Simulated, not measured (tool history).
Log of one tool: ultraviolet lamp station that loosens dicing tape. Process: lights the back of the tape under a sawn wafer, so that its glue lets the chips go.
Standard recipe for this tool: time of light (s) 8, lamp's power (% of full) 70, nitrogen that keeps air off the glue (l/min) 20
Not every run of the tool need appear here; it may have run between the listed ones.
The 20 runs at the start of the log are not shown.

| run | day | time of light (s) | lamp's power (% of full) | nitrogen that keeps air off the glue (l/min) | force that peels the tape off (N) | light that reached the tape (mJ/cm²) |
|---|---|---|---|---|---|---|
| 21 | 34.188 | 8 | 70 | 9 | 1.468 | 268 |
| 22 | 36.088 | 10 | 72 | 6 | 1.227 | 336 |
| 23 | 37.217 | 10 | 72 | 6 | 1.214 | 339 |
| 24 | 39.425 | 10 | 85 | 7 | 0.824 | 403 |
| 25 | 40.892 | 8 | 78 | 35 | 0.608 | 293 |
| 26 | 42.871 | 8 | 78 | 35 | 0.599 | 293 |
| 27 | 44.604 | 5 | 78 | 8 | 2.258 | 184 |
| 28 | 45.617 | 5 | 78 | 8 | 2.29 | 181 |
| 29 | 46.983 | 6 | 98 | 9 | 1.331 | 273 |
| 30 | 48.504 | 6 | 98 | 36 | 0.682 | 276 |
| 31 | 49.575 | 5 | 70 | 20 | 1.909 | 165 |
| 32 | 51.525 | 5 | 70 | 20 | 1.858 | 166 |
| 33 | 53.3 | 5 | 70 | 20 | 1.879 | 163 |
| 34 | 54.396 | 10 | 96 | 9 | 0.562 | 455 |
| 35 | 55.762 | 10 | 80 | 9 | 0.814 | 374 |

Predict each of these 3 candidate next runs independently; none follows another, all start after run 35:
| A | 57.517 | 6 | 66 | 27 | ? | ? |
| B | 57.517 | 8 | 95 | 20 | ? | ? |
| C | 57.517 | 10 | 75 | 9 | ? | ? |

| run | force that peels the tape off (N) | light that reached the tape (mJ/cm²) |
|---|---|---|
| A | 1.51 | 188 |
| B | 0.541 | 355 |
| C | 0.886 | 356 |
What these runs would have given with no unlogged condition in the tool:
| run | force that peels the tape off (N) | light that reached the tape (mJ/cm²) |
|---|---|---|
| A | 1.506 | 189 |
| B | 0.539 | 355 |
| C | 0.883 | 357 |
